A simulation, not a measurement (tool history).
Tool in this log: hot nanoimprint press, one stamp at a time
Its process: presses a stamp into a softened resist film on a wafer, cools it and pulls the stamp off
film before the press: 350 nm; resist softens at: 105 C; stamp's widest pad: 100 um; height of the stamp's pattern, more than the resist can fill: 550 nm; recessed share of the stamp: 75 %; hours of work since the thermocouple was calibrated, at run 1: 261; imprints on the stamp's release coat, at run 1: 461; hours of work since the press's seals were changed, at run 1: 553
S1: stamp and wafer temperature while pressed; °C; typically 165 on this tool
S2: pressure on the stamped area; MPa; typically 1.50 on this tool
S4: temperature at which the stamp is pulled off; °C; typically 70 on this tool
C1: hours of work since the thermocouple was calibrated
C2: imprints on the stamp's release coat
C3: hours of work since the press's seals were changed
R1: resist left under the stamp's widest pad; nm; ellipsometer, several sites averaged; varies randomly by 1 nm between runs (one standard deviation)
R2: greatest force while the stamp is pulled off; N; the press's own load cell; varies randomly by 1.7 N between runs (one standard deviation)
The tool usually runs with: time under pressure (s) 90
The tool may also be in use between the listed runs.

run 1 hour=0.0 | S1=165 S2=1.50 time_under_pressure_(s)=90 S4=70 | C1=261 C2=461 C3=553 | R1=160.9 R2=172
run 2 hour=49.1 | S1=165 S2=1.50 time_under_pressure_(s)=90 S4=70 | C1=286 C2=556 C3=578 | R1=163.2 R2=172
run 3 hour=80.2 | S1=165 S2=1.50 time_under_pressure_(s)=90 S4=70 | C1=302 C2=616 C3=594 | R1=161.6 R2=177
-- hour=122.6 stamp cleaned and given a new release coat
run 4 hour=134.3 | S1=165 S2=1.50 time_under_pressure_(s)=90 S4=70 | C1=326 C2=23 C3=618 | R1=164.2 R2=158
run 5 hour=159.9 | S1=165 S2=1.50 time_under_pressure_(s)=90 S4=70 | C1=339 C2=73 C3=631 | R1=163.1 R2=160
run 6 hour=191.9 | S1=165 S2=1.50 time_under_pressure_(s)=90 S4=70 | C1=356 C2=135 C3=647 | R1=165.0 R2=161
run 7 hour=234.7 | S1=165 S2=1.50 time_under_pressure_(s)=90 S4=70 | C1=377 C2=217 C3=669 | R1=165.9 R2=166
run 8 hour=277.1 | S1=165 S2=1.50 time_under_pressure_(s)=90 S4=70 | C1=399 C2=299 C3=691 | R1=166.7 R2=169
run 9 hour=311.5 | S1=165 S2=1.50 time_under_pressure_(s)=90 S4=70 | C1=416 C2=366 C3=708 | R1=166.7 R2=169
run 10 hour=352.2 | S1=165 S2=1.50 time_under_pressure_(s)=90 S4=70 | C1=437 C2=445 C3=729 | R1=167.3 R2=175
run 11 hour=377.9 | S1=165 S2=1.50 time_under_pressure_(s)=90 S4=70 | C1=450 C2=494 C3=742 | R1=166.7 R2=171
-- hour=395.3 press's hydraulic seals changed and the load cell set to zero
run 12 hour=417.2 | S1=165 S2=1.50 time_under_pressure_(s)=61 S4=70 | C1=466 C2=555 C3=11 | R1=187.7 R2=175
run 13 hour=456.3 | S1=165 S2=1.50 time_under_pressure_(s)=61 S4=70 | C1=486 C2=631 C3=31 | R1=189.3 R2=181
-- hour=490.9 stamp cleaned and given a new release coat
run 14 hour=491.7 | S1=165 S2=1.50 time_under_pressure_(s)=90 S4=70 | C1=501 C2=2 C3=46 | R1=166.0 R2=157
-- hour=521.8 plate thermocouple calibrated
run 15 hour=521.8 | S1=165 S2=2.19 time_under_pressure_(s)=90 S4=70 | C1=0 C2=54 C3=60 | R1=127.4 R2=157
run 16 hour=552.3 | S1=165 S2=1.38 time_under_pressure_(s)=90 S4=66 | C1=16 C2=113 C3=75 | R1=157.8 R2=164
run 17 hour=578.0 | S1=165 S2=1.50 time_under_pressure_(s)=170 S4=66 | C1=29 C2=163 C3=88 | R1=119.9 R2=164
run 18 hour=611.1 | S1=165 S2=1.50 time_under_pressure_(s)=170 S4=66 | C1=45 C2=227 C3=105 | R1=117.4 R2=166
run 19 hour=656.2 | S1=173 S2=1.50 time_under_pressure_(s)=90 S4=70 | C1=68 C2=314 C3=128 | R1=115.9 R2=163
run 20 hour=701.8 | S1=154 S2=1.50 time_under_pressure_(s)=90 S4=62 | C1=92 C2=402 C3=151 | R1=228.0 R2=184
run 21 hour=741.6 | S1=154 S2=1.50 time_under_pressure_(s)=90 S4=62 | C1=112 C2=480 C3=171 | R1=228.2 R2=186
run 22 hour=765.3 | S1=174 S2=0.94 time_under_pressure_(s)=90 S4=72 | C1=124 C2=525 C3=183 | R1=142.3 R2=169
run 23 hour=809.4 | S1=155 S2=1.50 time_under_pressure_(s)=62 S4=65 | C1=146 C2=611 C3=206 | R1=247.2 R2=185
-- hour=855.4 stamp cleaned and given a new release coat
run 24 hour=862.6 | S1=176 S2=1.50 time_under_pressure_(s)=62 S4=65 | C1=170 C2=14 C3=230 | R1=124.2 R2=164
run 25 hour=895.0 | S1=170 S2=2.37 time_under_pressure_(s)=90 S4=70 | C1=187 C2=77 C3=246 | R1=105.5 R2=158
run 26 hour=939.7 | S1=171 S2=1.12 time_under_pressure_(s)=57 S4=63 | C1=209 C2=163 C3=269 | R1=172.8 R2=171
run 27 hour=966.5 | S1=171 S2=1.12 time_under_pressure_(s)=57 S4=63 | C1=223 C2=215 C3=283 | R1=172.3 R2=174
run 28 hour=1008.2 | S1=160 S2=1.16 time_under_pressure_(s)=166 S4=63 | C1=244 C2=296 C3=304 | R1=171.9 R2=179
run 29 hour=1036.9 | S1=172 S2=2.22 time_under_pressure_(s)=98 S4=70 | C1=259 C2=352 C3=319 | R1=98.4 R2=169

Alternative continuations, all from the tool just after run 29; predict every row:
run A hour=1085.7 | S1=156 S2=1.32 time_under_pressure_(s)=98 S4=70 | C1=284 C2=446 C3=343 | R1=? R2=?
run B hour=1085.7 | S1=166 S2=1.50 time_under_pressure_(s)=90 S4=59 | C1=284 C2=446 C3=343 | R1=? R2=?
run C hour=1085.7 | S1=172 S2=2.22 time_under_pressure_(s)=98 S4=68 | C1=284 C2=446 C3=343 | R1=? R2=?
run D hour=1085.7 | S1=165 S2=1.73 time_under_pressure_(s)=123 S4=71 | C1=284 C2=446 C3=343 | R1=? R2=?
run E hour=1085.7 | S1=172 S2=2.21 time_under_pressure_(s)=98 S4=70 | C1=284 C2=446 C3=343 | R1=? R2=?

run=A R1=228.8 R2=173
run=B R1=154.0 R2=195
run=C R1=99.3 R2=172
run=D R1=132.8 R2=166
run=E R1=99.2 R2=172
Stripped of hidden state, with their random variation kept, the same runs would have yielded:
run=A R1=218.2 R2=156
run=B R1=145.6 R2=176
run=C R1=93.3 R2=155
run=D R1=125.0 R2=150
run=E R1=93.1 R2=155
